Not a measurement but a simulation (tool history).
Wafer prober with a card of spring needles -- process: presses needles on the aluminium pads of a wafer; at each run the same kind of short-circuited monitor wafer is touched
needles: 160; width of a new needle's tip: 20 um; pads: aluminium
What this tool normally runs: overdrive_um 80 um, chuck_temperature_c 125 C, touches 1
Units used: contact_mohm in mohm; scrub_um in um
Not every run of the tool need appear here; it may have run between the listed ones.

Run 1, hour 0.0: usual settings. Result: contact_mohm 203 mohm, scrub_um 21.70 um.
At hour 3.2: tips cleaned on abrasive film.
At hour 18.9: tips cleaned on abrasive film.
At hour 34.3: tips cleaned on abrasive film.
Run 2, hour 42.5: usual settings. Result: contact_mohm 205 mohm, scrub_um 21.80 um.
At hour 48.9: tips cleaned on abrasive film.
At hour 64.0: tips cleaned on abrasive film.
Run 3, hour 75.5: usual settings. Result: contact_mohm 209 mohm, scrub_um 21.66 um.
At hour 78.7: tips cleaned on abrasive film.
At hour 93.9: tips cleaned on abrasive film.
At hour 109.3: tips cleaned on abrasive film.
At hour 123.7: tips cleaned on abrasive film.
Run 4, hour 128.3: usual settings. Result: contact_mohm 205 mohm, scrub_um 21.66 um.
At hour 137.8: tips cleaned on abrasive film.
At hour 147.0: height of the first contact set anew.
At hour 153.4: tips cleaned on abrasive film.
At hour 169.0: tips cleaned on abrasive film.
Run 5, hour 174.6: usual settings. Result: contact_mohm 207 mohm, scrub_um 21.52 um.
At hour 183.9: tips cleaned on abrasive film.
At hour 196.6: tips cleaned on abrasive film.
At hour 212.0: tips cleaned on abrasive film.
Run 6, hour 220.2: usual settings. Result: contact_mohm 202 mohm, scrub_um 21.63 um.
At hour 226.1: tips cleaned on abrasive film.
At hour 241.2: tips cleaned on abrasive film.
At hour 257.0: tips cleaned on abrasive film.
Run 7, hour 266.6: usual settings. Result: contact_mohm 204 mohm, scrub_um 21.61 um.
At hour 272.4: tips cleaned on abrasive film.
At hour 287.5: tips cleaned on abrasive film.
At hour 302.1: tips cleaned on abrasive film.
At hour 317.3: tips cleaned on abrasive film.
Run 8, hour 324.1: usual settings. Result: contact_mohm 207 mohm, scrub_um 21.56 um.
At hour 333.1: tips cleaned on abrasive film.
At hour 348.2: tips cleaned on abrasive film.
At hour 363.1: tips cleaned on abrasive film.
Run 9, hour 364.8: usual settings. Result: contact_mohm 208 mohm, scrub_um 21.86 um.
At hour 377.5: tips cleaned on abrasive film.
At hour 391.7: tips cleaned on abrasive film.
At hour 405.7: tips cleaned on abrasive film.
Run 10, hour 405.7: usual settings. Result: contact_mohm 205 mohm, scrub_um 21.83 um.
At hour 418.6: height of the first contact set anew.
At hour 421.7: tips cleaned on abrasive film.
Run 11, hour 433.0: usual settings. Result: contact_mohm 206 mohm, scrub_um 21.69 um.
At hour 436.3: tips cleaned on abrasive film.
At hour 450.8: tips cleaned on abrasive film.
Run 12, hour 459.7: usual settings but touches 2. Result: contact_mohm 208 mohm, scrub_um 21.55 um.
At hour 464.7: tips cleaned on abrasive film.
At hour 479.7: tips cleaned on abrasive film.
At hour 494.3: tips cleaned on abrasive film.
Run 13, hour 500.9: usual settings but touches 2. Result: contact_mohm 206 mohm, scrub_um 21.71 um.
At hour 507.2: tips cleaned on abrasive film.
At hour 522.7: tips cleaned on abrasive film.
At hour 537.8: tips cleaned on abrasive film.
Run 14, hour 546.9: usual settings but touches 2. Result: contact_mohm 204 mohm, scrub_um 21.80 um.
At hour 552.6: tips cleaned on abrasive film.
At hour 565.3: tips cleaned on abrasive film.
At hour 580.6: tips cleaned on abrasive film.
Run 15, hour 589.3: usual settings but touches 2. Result: contact_mohm 206 mohm, scrub_um 21.79 um.
At hour 595.1: tips cleaned on abrasive film.
At hour 610.7: tips cleaned on abrasive film.
At hour 625.7: tips cleaned on abrasive film.
At hour 640.7: tips cleaned on abrasive film.
Run 16, hour 640.7: usual settings but overdrive_um 82 um, chuck_temperature_c 36 C. Result: contact_mohm 188 mohm, scrub_um 22.06 um.
At hour 656.5: tips cleaned on abrasive film.
At hour 669.7: tips cleaned on abrasive film.
Run 17, hour 669.7: usual settings but overdrive_um 95 um, chuck_temperature_c 93 C. Result: contact_mohm 194 mohm, scrub_um 25.60 um.
At hour 685.5: tips cleaned on abrasive film.
At hour 689.0: height of the first contact set anew.
At hour 700.1: tips cleaned on abrasive film.
Run 18, hour 700.1: usual settings but chuck_temperature_c 110 C. Result: contact_mohm 202 mohm, scrub_um 21.71 um.
At hour 715.6: tips cleaned on abrasive film.
At hour 730.6: tips cleaned on abrasive film.
Run 19, hour 737.9: usual settings but overdrive_um 99 um, chuck_temperature_c 114 C. Result: contact_mohm 204 mohm, scrub_um 26.88 um.
At hour 744.3: tips cleaned on abrasive film.
At hour 759.6: tips cleaned on abrasive film.
At hour 774.3: tips cleaned on abrasive film.
Run 20, hour 782.9: usual settings but chuck_temperature_c 37 C. Result: contact_mohm 185 mohm, scrub_um 21.75 um.
At hour 789.3: tips cleaned on abrasive film.
At hour 801.3: card fitted with new needles.
At hour 817.1: tips cleaned on abrasive film.
At hour 830.7: tips cleaned on abrasive film.
Run 21, hour 830.7: usual settings but chuck_temperature_c 37 C. Result: contact_mohm 187 mohm, scrub_um 21.75 um.
At hour 843.4: tips cleaned on abrasive film.
At hour 858.9: tips cleaned on abrasive film.
Run 22, hour 868.1: usual settings but chuck_temperature_c 37 C. Result: contact_mohm 188 mohm, scrub_um 21.69 um.
At hour 874.5: tips cleaned on abrasive film.
At hour 889.2: tips cleaned on abrasive film.
Run 23, hour 893.4: usual settings but chuck_temperature_c 69 C. Result: contact_mohm 193 mohm, scrub_um 21.77 um.
At hour 902.9: tips cleaned on abrasive film.
At hour 918.3: tips cleaned on abrasive film.
Run 24, hour 929.6: usual settings but overdrive_um 89 um, chuck_temperature_c 95 C, touches 2. Result: contact_mohm 198 mohm, scrub_um 24.17 um.
At hour 932.9: tips cleaned on abrasive film.
At hour 948.3: tips cleaned on abrasive film.
Run 25, hour 954.0: usual settings but overdrive_um 89 um, chuck_temperature_c 95 C, touches 2. Result: contact_mohm 197 mohm, scrub_um 24.05 um.
At hour 962.9: tips cleaned on abrasive film.
At hour 978.4: tips cleaned on abrasive film.
At hour 992.9: tips cleaned on abrasive film.
At hour 1006.9: tips cleaned on abrasive film.
Run 26, hour 1010.0: usual settings but overdrive_um 89 um, chuck_temperature_c 95 C, touches 2. Result: contact_mohm 199 mohm, scrub_um 24.02 um.
At hour 1022.6: tips cleaned on abrasive film.
At hour 1037.7: tips cleaned on abrasive film.
At hour 1053.0: tips cleaned on abrasive film.
Run 27, hour 1064.2: usual settings but overdrive_um 89 um, chuck_temperature_c 95 C, touches 2. Result: contact_mohm 199 mohm, scrub_um 24.04 um.
At hour 1067.4: tips cleaned on abrasive film.
At hour 1070.9: height of the first contact set anew.
At hour 1083.1: tips cleaned on abrasive film.
At hour 1098.2: tips cleaned on abrasive film.
Run 28, hour 1110.2: usual settings but chuck_temperature_c 40 C. Result: contact_mohm 187 mohm, scrub_um 21.68 um.

Predict each of these 3 candidate next runs independently; none follows another, all start after run 28:
At hour 1113.5: tips cleaned on abrasive film.
At hour 1128.6: tips cleaned on abrasive film.
At hour 1144.3: tips cleaned on abrasive film.
At hour 1159.5: tips cleaned on abrasive film.
Run A, hour 1161.7: usual settings but chuck_temperature_c 33 C. Result: contact_mohm ?, scrub_um ?.
At hour 1113.5: tips cleaned on abrasive film.
At hour 1128.6: tips cleaned on abrasive film.
At hour 1144.3: tips cleaned on abrasive film.
At hour 1159.5: tips cleaned on abrasive film.
Run B, hour 1161.7: usual settings but chuck_temperature_c 44 C. Result: contact_mohm ?, scrub_um ?.
At hour 1113.5: tips cleaned on abrasive film.
At hour 1128.6: tips cleaned on abrasive film.
At hour 1144.3: tips cleaned on abrasive film.
At hour 1159.5: tips cleaned on abrasive film.
Run C, hour 1161.7: usual settings but overdrive_um 92 um, chuck_temperature_c 40 C, touches 2. Result: contact_mohm ?, scrub_um ?.

run  contact_mohm  scrub_um
  A           183     21.72
  B           187     21.67
  C           184     24.89
Without the tool's unlogged condition, the same runs would have read:
run  contact_mohm  scrub_um
  A           183     21.72
  B           187     21.67
  C           184     24.90
